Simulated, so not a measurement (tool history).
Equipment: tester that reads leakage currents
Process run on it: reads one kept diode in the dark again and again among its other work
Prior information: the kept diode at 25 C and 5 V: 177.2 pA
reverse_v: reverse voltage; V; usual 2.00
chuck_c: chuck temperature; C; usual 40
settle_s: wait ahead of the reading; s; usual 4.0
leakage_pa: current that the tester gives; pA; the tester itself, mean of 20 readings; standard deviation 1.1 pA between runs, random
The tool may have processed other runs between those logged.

run    hour  reverse_v  chuck_c  settle_s  leakage_pa
  1     0.0       2.00       40       4.0      365.30
  2    56.1       3.42       40       4.0      444.19
  3   162.4       3.42       40       4.0      442.75
      193.4  -- probe card cleaned and baked
  4   258.4       2.00       40       4.0      364.07
  5   317.2       2.00       44       4.0      477.92
  6   409.1       2.00       44       4.0      474.53
  7   515.2       2.00       40       4.0      368.10
  8   651.0       2.00       40       4.0      366.90
  9   733.7      18.54       40       4.0      813.40
 10   815.0       1.82       25       6.3      126.14
 11   948.2       1.82       30       6.3      180.94
 12  1063.3       7.67       42       6.3      681.67

Predict the results of run 13:
 13  1197.3       1.81       59       4.0           ?

{"run 13": {"leakage_pa": 1172.15}}
Minus the tool's unlogged condition, the same run would have read leakage_pa 1150.49 pA.

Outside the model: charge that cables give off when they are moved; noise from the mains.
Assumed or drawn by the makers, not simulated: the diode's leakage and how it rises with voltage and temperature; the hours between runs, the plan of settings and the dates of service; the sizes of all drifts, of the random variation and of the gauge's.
